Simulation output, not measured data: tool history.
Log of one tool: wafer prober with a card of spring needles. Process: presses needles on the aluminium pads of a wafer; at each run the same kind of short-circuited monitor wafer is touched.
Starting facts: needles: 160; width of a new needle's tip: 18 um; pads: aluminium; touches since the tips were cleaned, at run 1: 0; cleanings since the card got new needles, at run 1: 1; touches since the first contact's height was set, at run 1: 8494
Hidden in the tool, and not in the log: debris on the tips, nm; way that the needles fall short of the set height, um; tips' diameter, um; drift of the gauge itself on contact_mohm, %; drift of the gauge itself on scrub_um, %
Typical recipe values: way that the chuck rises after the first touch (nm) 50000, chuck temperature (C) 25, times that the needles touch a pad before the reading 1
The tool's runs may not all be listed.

run	hour	way that the chuck rises after the first touch (nm)	chuck temperature (C)	times that the needles touch a pad before the reading	touches since the tips were cleaned	cleanings since the card got new needles	touches since the first contact's height was set	resistance of one needle with its contact and lead (mohm)	way that a needle slides on the pad (nm)
1	0.0	50000	25	1	0	1	8494	215	10390
2	15.0	50000	25	1	2244	1	10738	219	10410
3	26.1	50000	25	1	3911	1	12405	217	10410
4	38.9	50000	25	2	5839	1	14333	218	10460
5	50.7	50000	25	2	7605	1	16099	219	10480
# hour 55.9: tips cleaned on abrasive film
6	63.7	50000	36	1	1172	2	18041	218	10480
7	73.0	50000	42	1	2556	2	19425	221	10490
8	86.3	50000	42	1	4557	2	21426	221	10560
9	99.7	49000	25	1	6564	2	23433	217	10300
# hour 112.0: tips cleaned on abrasive film
10	114.4	49000	25	1	368	3	25625	221	10270
11	123.6	49000	25	3	1744	3	27001	216	10320
12	131.0	49000	25	3	2856	3	28113	215	10310
13	146.0	49000	25	3	5104	3	30361	214	10350
14	152.7	49000	25	3	6109	3	31366	214	10350
# hour 158.8: gauge calibrated
15	160.4	50000	25	1	7270	3	32527	221	10430
# hour 168.6: tips cleaned on abrasive film
16	175.4	50000	25	1	1031	4	34765	215	10440
17	188.6	50000	25	3	3012	4	36746	220	10450
18	197.5	50000	25	3	4338	4	38072	217	10490
19	208.9	50000	25	3	6046	4	39780	218	10460
20	215.3	50000	25	3	7011	4	40745	214	10490
# hour 225.1: tips cleaned on abrasive film
21	225.9	32000	38	2	123	5	42324	226	6690
22	234.6	33000	111	1	1418	5	43619	247	6910
23	245.8	50000	34	1	3107	5	45308	218	10480
24	253.6	50000	34	1	4270	5	46471	222	10480
25	267.4	35000	34	1	6346	5	48547	224	7390
26	279.5	35000	34	1	8160	5	50361	224	7390
# hour 281.6: tips cleaned on abrasive film
27	295.2	66000	115	1	2043	6	52700	239	13900
# hour 304.2: gauge calibrated
28	304.5	66000	115	1	3440	6	54097	236	13770
29	315.3	65000	25	3	5055	6	55712	213	13530
30	322.5	50000	26	1	6132	6	56789	218	10470
31	331.9	50000	110	1	7543	6	58200	241	10420
# hour 337.0: tips cleaned on abrasive film
32	339.8	50000	110	1	416	7	59376	234	10440
33	348.8	50000	110	1	1766	7	60726	236	10470
34	361.6	52000	39	3	3681	7	62641	222	10860
35	375.9	52000	39	3	5832	7	64792	218	10920

For each run, the measured value with the value that run would have given without the tool's hidden condition subtracted. The run-to-run variation is shared by both, the gauge scatter possibly not:
run	way that a needle slides on the pad (nm)
1	+0
2	+10
3	+20
4	+30
5	+40
6	+60
7	+60
8	+70
9	+80
10	+90
11	+100
12	+100
13	+110
14	+120
15	+0
16	+10
17	+30
18	+30
19	+40
20	+50
21	+30
22	+40
23	+70
24	+70
25	+60
26	+70
27	+140
28	+0
29	+10
30	+20
31	+20
32	+20
33	+30
34	+50
35	+60
resistance of one needle with its contact and lead (mohm) without the hidden state stays within 1 of what was measured, in all runs.
